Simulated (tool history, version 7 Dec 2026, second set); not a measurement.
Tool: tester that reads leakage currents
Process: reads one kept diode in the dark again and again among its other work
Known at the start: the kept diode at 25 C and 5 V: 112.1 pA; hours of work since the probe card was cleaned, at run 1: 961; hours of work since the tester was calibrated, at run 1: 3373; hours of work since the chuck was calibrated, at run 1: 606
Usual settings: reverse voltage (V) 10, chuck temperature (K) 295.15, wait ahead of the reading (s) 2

run    hour  reverse voltage (V)  chuck temperature (K)  wait ahead of the reading (s)  hours of work since the probe card was cleaned  hours of work since the tester was calibrated  hours of work since the chuck was calibrated  current that the tester gives (pA)
  1       0                   10                 295.15                              2                                             961                                           3373                                           606                              112.84
  2   174.3                   10                 295.15                            5.1                                            1071                                           3483                                           716                              111.74
  3   353.3                   10                 294.15                              2                                            1184                                           3596                                           828                              104.99
  4   471.1                   10                 294.15                              2                                            1258                                           3670                                           902                              104.97
  5   639.7                   10                 294.15                              2                                            1364                                           3776                                          1009                              104.86
  6   836.4                  2.3                 294.15                              2                                            1488                                           3900                                          1132                               57.27
  7   992.4                  2.3                 294.15                              2                                            1586                                           3998                                          1231                               57.09
  8  1084.1                  4.3                 294.15                              2                                            1644                                           4056                                          1288                               72.82
     1202.6  -- chuck's temperature calibrated
  9  1241.5                  4.3                 294.15                              2                                            1741                                           4153                                            24                               86.88
 10  1393.8                   10                 295.15                           4.76                                            1837                                           4249                                           120                              131.04
 11  1546.9                  5.3                 295.15                              2                                            1934                                           4346                                           217                               99.42
 12  1696.8                  5.3                 295.15                              2                                            2028                                           4440                                           311                               99.65
 13  1848.3                  5.3                 295.15                              2                                            2123                                           4535                                           406                               98.48
 14  2054.7                  5.3                 295.15                              2                                            2253                                           4665                                           536                               97.72
 15    2149                  5.3                 295.15                              2                                            2313                                           4725                                           596                                97.4
 16  2347.1                  5.3                 295.15                              2                                            2437                                           4849                                           720                               96.66
 17  2438.2                  5.3                 297.15                              2                                            2495                                           4907                                           778                               109.4
 18  2571.6                 17.1                 295.15                              2                                            2579                                           4991                                           862                              166.42
 19  2682.9                 17.1                 295.15                              2                                            2649                                           5061                                           932                              166.34
     2738.6  -- probe card cleaned and baked
 20  2820.6                  1.1                 299.15                           1.71                                              52                                           5146                                          1017                               63.91
 21  2951.4                  1.1                 299.15                           1.71                                             134                                           5228                                          1099                               63.36
 22  3039.8                  1.1                 299.15                           1.71                                             190                                           5284                                          1154                               62.49
 23    3210                  5.7                 295.15                              2                                             297                                           5391                                          1262                               81.34
 24  3321.1                  5.7                 311.15                           1.91                                             367                                           5461                                          1332                              253.97
     3376.4  -- chuck's temperature calibrated
 25  3438.6                  2.8                 311.15                           2.77                                             439                                           5533                                            39                              235.23
     3521.5  -- tester calibrated
 26  3581.1                 13.8                 295.15                              2                                             528                                             37                                           128                              131.36
 27  3682.5                   10                 330.15                            5.8                                             592                                            101                                           191                             1194.56
 28  3893.4                 17.3                 309.15                            1.8                                             724                                            234                                           324                              374.76
 29  4018.9                   10                 295.15                           0.38                                             803                                            313                                           403                              116.65
 30  4141.6                  2.7                 314.15                           1.04                                             881                                            390                                           480                              266.73
 31  4259.4                 11.6                 312.15                           5.56                                             955                                            464                                           555                              385.52
 32  4395.1                 11.6                 312.15                           5.56                                            1040                                            550                                           640                              382.62
 33  4564.3                 11.6                 312.15                           5.56                                            1147                                            656                                           746                              377.58
 34  4731.1                  1.8                 323.15                           0.55                                            1252                                            761                                           851                              399.84
 35  4836.6                  1.8                 323.15                           0.55                                            1318                                            828                                           918                              396.12
 36  4931.3                  8.9                 304.15                           0.39                                            1378                                            887                                           977                               198.2
 37  5127.8                  4.9                 295.15                              2                                            1501                                           1011                                          1101                               83.04
 38  5291.5                  2.3                 318.15                              2                                            1604                                           1114                                          1204                              302.27

How the hidden state differs across the entries between the runs, from the last listed run before each to the first after it:
Between runs 8 and 9: chuck's temperature calibrated (hour 1202.6)
  stray current of the dirty probe card, pA a volt: 1.644 -> 1.74; current scale over the true one, %: 0.77 -> 0.78; true chuck temperature over the reading, C: -2.57 -> -0.03
  measured less the result without the state, current that the tester gives (pA): -6.67 -> +7.87
Between runs 19 and 20: probe card cleaned and baked (hour 2738.6)
  stray current of the dirty probe card, pA a volt: 2.636 -> 0.069; current scale over the true one, %: 0.91 -> 0.92; true chuck temperature over the reading, C: -1.69 -> -1.85
  measured less the result without the state, current that the tester gives (pA): +29.83 -> -8.65
Between runs 24 and 25: chuck's temperature calibrated (hour 3376.4)
  stray current of the dirty probe card, pA a volt: 0.401 -> 0.465; current scale over the true one, %: 0.97 -> 0.98; true chuck temperature over the reading, C: -2.42 -> -0.09
  measured less the result without the state, current that the tester gives (pA): -40.4 -> +2.1
Between runs 25 and 26: tester calibrated (hour 3521.5)
  stray current of the dirty probe card, pA a volt: 0.465 -> 0.558; current scale over the true one, %: 0.98 -> -0.01; true chuck temperature over the reading, C: -0.09 -> -0.27
  measured less the result without the state, current that the tester gives (pA): +2.1 -> +4.87
